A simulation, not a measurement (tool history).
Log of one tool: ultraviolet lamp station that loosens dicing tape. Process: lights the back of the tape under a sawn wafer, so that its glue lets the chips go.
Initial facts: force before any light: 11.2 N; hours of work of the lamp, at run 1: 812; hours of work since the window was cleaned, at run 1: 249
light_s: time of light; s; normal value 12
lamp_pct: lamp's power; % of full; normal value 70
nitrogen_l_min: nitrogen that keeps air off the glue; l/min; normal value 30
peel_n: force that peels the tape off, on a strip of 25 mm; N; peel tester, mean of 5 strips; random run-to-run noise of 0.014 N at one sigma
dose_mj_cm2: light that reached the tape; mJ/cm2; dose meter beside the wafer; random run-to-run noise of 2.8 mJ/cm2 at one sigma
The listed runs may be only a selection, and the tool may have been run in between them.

run,hour,light_s,lamp_pct,nitrogen_l_min,hours of work of the lamp,hours of work since the window was cleaned,peel_n,dose_mj_cm2
1,0,12,70,30,812,249,1.41,274
2,36.9,10,70,30,834,272,2.059,226
3,55,7,70,30,845,282,3.365,158
4,76.4,7,70,30,858,295,3.587,157
5,114.2,7,70,30,881,318,3.574,151
6,137.1,12,75,30,895,332,1.427,273
7,175.2,12,75,30,918,355,1.487,270
8,194.8,12,92,30,929,367,1.009,332
9,223.4,12,92,30,947,384,1.033,327
10,247.1,12,92,30,961,399,1.06,316
# hour 269.8: window cleaned of glue's vapour
11,269.8,12,92,30,974,0,1.349,281
12,311.6,12,67,30,1000,25,2.491,197
13,353.9,12,67,30,1025,51,2.601,198
# hour 357.4: window cleaned of glue's vapour, once more
14,378,12,70,30,1040,12,1.44,281
15,404.3,12,70,30,1055,28,1.457,276
16,443.3,12,70,30,1079,52,1.519,272
17,470.2,15,70,30,1095,68,0.94,331
18,493.4,12,83,30,1109,82,1.15,311
19,512.2,12,83,30,1121,94,1.134,313
20,542,12,70,30,1139,112,1.627,259
21,569.5,12,70,30,1155,128,1.668,260
22,612.6,12,70,30,1181,154,1.792,249
23,635,12,70,30,1195,168,1.774,250
24,674.2,6,78,11,1218,191,5.507,135
25,708.9,9,72,25,1239,212,3.047,189
26,753,7,70,9,1266,239,5.801,135
27,788.8,13,79,48,1288,261,1.084,280
28,825.8,13,79,28,1310,283,1.512,270
29,866,11,70,30,1334,307,2.507,200
30,885,12,70,30,1346,319,2.217,215
31,910.7,7,87,52,1361,334,2.882,152
32,936.6,19,82,30,1377,350,0.68,389
33,963.2,19,82,30,1393,366,0.716,380
34,996.7,19,82,30,1413,386,0.736,375
35,1035.6,23,82,17,1437,410,0.789,443
# hour 1039.5: window cleaned of glue's vapour
36,1073,23,82,47,1459,20,0.261,531
37,1114.3,19,93,30,1484,45,0.412,488
38,1148.1,18,70,10,1505,66,2.003,337
39,1188.6,8,67,30,1529,90,3.937,141
40,1218.9,12,75,52,1547,108,1.485,232
41,1254,13,65,11,1568,130,3.543,209
# hour 1271.9: lamp changed
42,1288.9,12,84,30,10,150,0.529,441
43,1322.4,12,84,30,30,170,0.563,428

What if the next run were any one of these 4? Each begins from the tool's condition after run 43:
A,1349.8,12,83,51,47,187,?,?
B,1349.8,12,70,14,47,187,?,?
C,1349.8,8,98,20,47,187,?,?
D,1349.8,7,84,30,47,187,?,?

run,peel_n,dose_mj_cm2
A,0.414,419
B,1.428,354
C,1.347,330
D,1.787,248
What these runs would have given with no unlogged condition in the tool:
run,peel_n,dose_mj_cm2
A,0.323,468
B,1.144,395
C,1.072,369
D,1.454,277
